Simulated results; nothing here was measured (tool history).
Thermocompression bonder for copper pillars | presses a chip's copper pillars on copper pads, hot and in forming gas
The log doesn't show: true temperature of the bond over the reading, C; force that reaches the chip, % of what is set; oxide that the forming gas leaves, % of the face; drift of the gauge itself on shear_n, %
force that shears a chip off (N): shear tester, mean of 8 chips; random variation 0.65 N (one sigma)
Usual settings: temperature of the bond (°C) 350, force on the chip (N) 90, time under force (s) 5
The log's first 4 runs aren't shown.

run   hour  temperature of the bond (°C)  force on the chip (N)  time under force (s)  hours of work since the heater was calibrated  hours of work since the force cell was calibrated  hours of work since the gas filter was changed  force that shears a chip off (N)
  5  116.4                           350                     90                     5                                           1124                                                162                                             402                              59.4
  6  147.2                           350                     90                     5                                           1140                                                178                                             419                              59.7
  7  172.6                           350                     90                     5                                           1154                                                192                                             432                              59.2
  8  196.2                           350                     90                     5                                           1166                                                204                                             445                              58.9
  9  228.1                           350                     90                     5                                           1183                                                222                                             462                              59.1
 10  244.4                           350                     90                     5                                           1192                                                230                                             471                              58.9
     254.7  -- heater calibrated with a thermocouple chip
     257.7  -- forming gas filter changed
 11  280.6                           350                     90                     5                                             14                                                248                                              12                              59.3
 12  316.0                           350                     90                     5                                             32                                                267                                              31                              60.7
 13  347.3                           350                     90                     5                                             49                                                284                                              48                              59.8
 14  377.0                           350                     90                    15                                             65                                                300                                              64                              81.3
 15  408.8                           350                     90                    15                                             82                                                317                                              81                              80.8
 16  442.0                           350                     90                     5                                            100                                                335                                              99                              59.9
 17  476.3                           350                     90                     5                                            118                                                353                                             117                              59.2
 18  508.4                           350                     90                     5                                            135                                                370                                             134                              59.4
 19  542.0                           350                    128                     5                                            153                                                388                                             152                              74.3
 20  577.1                           350                    128                     5                                            172                                                407                                             171                              74.0
 21  594.4                           350                     88                     5                                            181                                                416                                             180                              58.5
 22  629.7                           349                    118                    15                                            200                                                435                                             199                              91.5
 23  646.0                           349                    118                    15                                            209                                                444                                             208                              90.3

Forecast run 24:
 24  680.1                           354                     89                     6                                            227                                                462                                             226                                 ?

Run 24 gave force that shears a chip off (N) 64.8.
Without the tool's hidden state the same run would have given force that shears a chip off (N) 64.8.
